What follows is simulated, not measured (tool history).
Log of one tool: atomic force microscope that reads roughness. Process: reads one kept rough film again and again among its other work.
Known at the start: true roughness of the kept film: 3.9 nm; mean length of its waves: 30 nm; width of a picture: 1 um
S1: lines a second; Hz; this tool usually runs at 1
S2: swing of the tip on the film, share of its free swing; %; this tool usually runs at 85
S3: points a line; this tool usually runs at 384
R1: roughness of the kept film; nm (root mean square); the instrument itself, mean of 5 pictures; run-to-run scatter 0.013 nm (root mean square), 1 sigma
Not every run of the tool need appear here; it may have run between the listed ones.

run 1 day=0 | S1=1 S2=85 S3=384 | R1=2.302
-- day=0.1 new tip fitted
run 2 day=0.588 | S1=1.43 S2=85 S3=384 | R1=2.928
run 3 day=1.283 | S1=1.43 S2=85 S3=384 | R1=2.859
run 4 day=2.021 | S1=1.43 S2=85 S3=384 | R1=2.748
run 5 day=2.812 | S1=1.43 S2=85 S3=384 | R1=2.685
run 6 day=3.512 | S1=1 S2=85 S3=384 | R1=2.699
run 7 day=4.288 | S1=1 S2=85 S3=394 | R1=2.629
run 8 day=4.712 | S1=1 S2=85 S3=394 | R1=2.579
run 9 day=5.721 | S1=1 S2=85 S3=669 | R1=2.494
run 10 day=6.442 | S1=1 S2=85 S3=702 | R1=2.416
run 11 day=7.008 | S1=1 S2=85 S3=702 | R1=2.367
-- day=7.1 new tip fitted
run 12 day=7.829 | S1=1 S2=85 S3=702 | R1=3.025
run 13 day=8.371 | S1=1 S2=85 S3=433 | R1=2.946
run 14 day=8.817 | S1=1 S2=85 S3=384 | R1=2.854
run 15 day=9.808 | S1=1 S2=85 S3=384 | R1=2.761
run 16 day=10.267 | S1=1 S2=85 S3=384 | R1=2.695
run 17 day=11.171 | S1=1 S2=85 S3=384 | R1=2.617
run 18 day=11.721 | S1=1 S2=85 S3=384 | R1=2.519
run 19 day=12.612 | S1=0.76 S2=85 S3=384 | R1=2.502
run 20 day=13.117 | S1=0.76 S2=85 S3=384 | R1=2.461
run 21 day=13.567 | S1=1 S2=85 S3=376 | R1=2.359
-- day=14.075 new tip fitted
run 22 day=14.404 | S1=3.31 S2=85 S3=384 | R1=2.51
run 23 day=15.421 | S1=1 S2=85 S3=398 | R1=2.915
run 24 day=16.312 | S1=1 S2=85 S3=398 | R1=2.785
run 25 day=17.025 | S1=1 S2=85 S3=398 | R1=2.696
run 26 day=17.762 | S1=0.74 S2=85 S3=744 | R1=2.704
run 27 day=18.371 | S1=0.74 S2=86 S3=744 | R1=2.614
run 28 day=19.317 | S1=2.97 S2=74 S3=384 | R1=2.323
run 29 day=20.267 | S1=0.55 S2=75 S3=485 | R1=2.536
run 30 day=20.733 | S1=0.55 S2=75 S3=485 | R1=2.483

Expected results for the next run?
-- day=21.042 new tip fitted
run 31 day=21.192 | S1=2.56 S2=63 S3=514 | R1=?

For run 31 the tool returned R1 3.171 nm (root mean square).
The same run, on a tool lacking any hidden state, would have yielded R1 3.207 nm (root mean square).
